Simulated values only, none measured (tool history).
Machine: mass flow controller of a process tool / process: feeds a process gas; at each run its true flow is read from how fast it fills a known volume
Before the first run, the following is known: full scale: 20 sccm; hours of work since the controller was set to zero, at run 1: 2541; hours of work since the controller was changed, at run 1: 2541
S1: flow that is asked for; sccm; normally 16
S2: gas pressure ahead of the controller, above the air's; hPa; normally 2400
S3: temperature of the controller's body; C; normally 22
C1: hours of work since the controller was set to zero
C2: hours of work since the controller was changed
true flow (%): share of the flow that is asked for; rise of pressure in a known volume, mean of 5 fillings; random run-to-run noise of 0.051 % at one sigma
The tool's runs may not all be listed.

{"run": 1, "hour": 0.0, "S1": 16, "S2": 2400, "S3": 22, "C1": 2541, "C2": 2541, "true flow (%)": 100.18}
{"run": 2, "hour": 59.3, "S1": 16, "S2": 2400, "S3": 22, "C1": 2586, "C2": 2586, "true flow (%)": 100.13}
{"run": 3, "hour": 110.8, "S1": 16, "S2": 2520, "S3": 22, "C1": 2625, "C2": 2625, "true flow (%)": 100.19}
{"run": 4, "hour": 165.4, "S1": 16, "S2": 2400, "S3": 22, "C1": 2666, "C2": 2666, "true flow (%)": 100.1}
{"run": 5, "hour": 204.7, "S1": 16, "S2": 2400, "S3": 22, "C1": 2696, "C2": 2696, "true flow (%)": 100.27}
{"run": 6, "hour": 293.9, "S1": 10, "S2": 2400, "S3": 22, "C1": 2763, "C2": 2763, "true flow (%)": 100.47}
{"run": 7, "hour": 363.2, "S1": 10, "S2": 2400, "S3": 22, "C1": 2815, "C2": 2815, "true flow (%)": 100.36}
{"run": 8, "hour": 401.6, "S1": 10, "S2": 2400, "S3": 22, "C1": 2844, "C2": 2844, "true flow (%)": 100.39}
{"run": 9, "hour": 469.6, "S1": 16, "S2": 2400, "S3": 22, "C1": 2895, "C2": 2895, "true flow (%)": 100.17}
{"run": 10, "hour": 509.4, "S1": 16, "S2": 2400, "S3": 22, "C1": 2925, "C2": 2925, "true flow (%)": 100.19}
{"run": 11, "hour": 549.9, "S1": 16, "S2": 2400, "S3": 22, "C1": 2956, "C2": 2956, "true flow (%)": 100.18}
{"run": 12, "hour": 597.3, "S1": 16, "S2": 2400, "S3": 22, "C1": 2991, "C2": 2991, "true flow (%)": 100.28}
{"run": 13, "hour": 643.6, "S1": 16, "S2": 2400, "S3": 22, "C1": 3026, "C2": 3026, "true flow (%)": 100.31}
{"run": 14, "hour": 694.0, "S1": 16, "S2": 2400, "S3": 22, "C1": 3064, "C2": 3064, "true flow (%)": 100.19}
{"run": 15, "hour": 751.6, "S1": 16, "S2": 2240, "S3": 29, "C1": 3108, "C2": 3108, "true flow (%)": 100.89}
{"run": 16, "hour": 794.2, "S1": 16, "S2": 1690, "S3": 27, "C1": 3140, "C2": 3140, "true flow (%)": 100.6}
{"run": 17, "hour": 849.7, "S1": 16, "S2": 1690, "S3": 27, "C1": 3182, "C2": 3182, "true flow (%)": 100.56}
{"run": 18, "hour": 908.4, "S1": 4, "S2": 2740, "S3": 23, "C1": 3226, "C2": 3226, "true flow (%)": 102.77}
{"run": 19, "hour": 970.2, "S1": 3, "S2": 1500, "S3": 22, "C1": 3273, "C2": 3273, "true flow (%)": 103.64}

How would selected steps in true flow (%) from run to run divide? Give the signed amount a tool lacking its hidden state would still show from settings, what came in and random variation, and the signed amount left for the hidden state, including any gauge scatter that is not in both of the compared results.
Hidden state present: flow at rest that the sensor doesn't see, % of full scale; true flow over the shown one, %; drift of the gauge itself on true_pct, %.
Run 17 -> 18: S1 16 -> 4, S2 1690 -> 2740, S3 27 -> 23. true flow (%) +2.21: hidden state +2.77, all else -0.56.
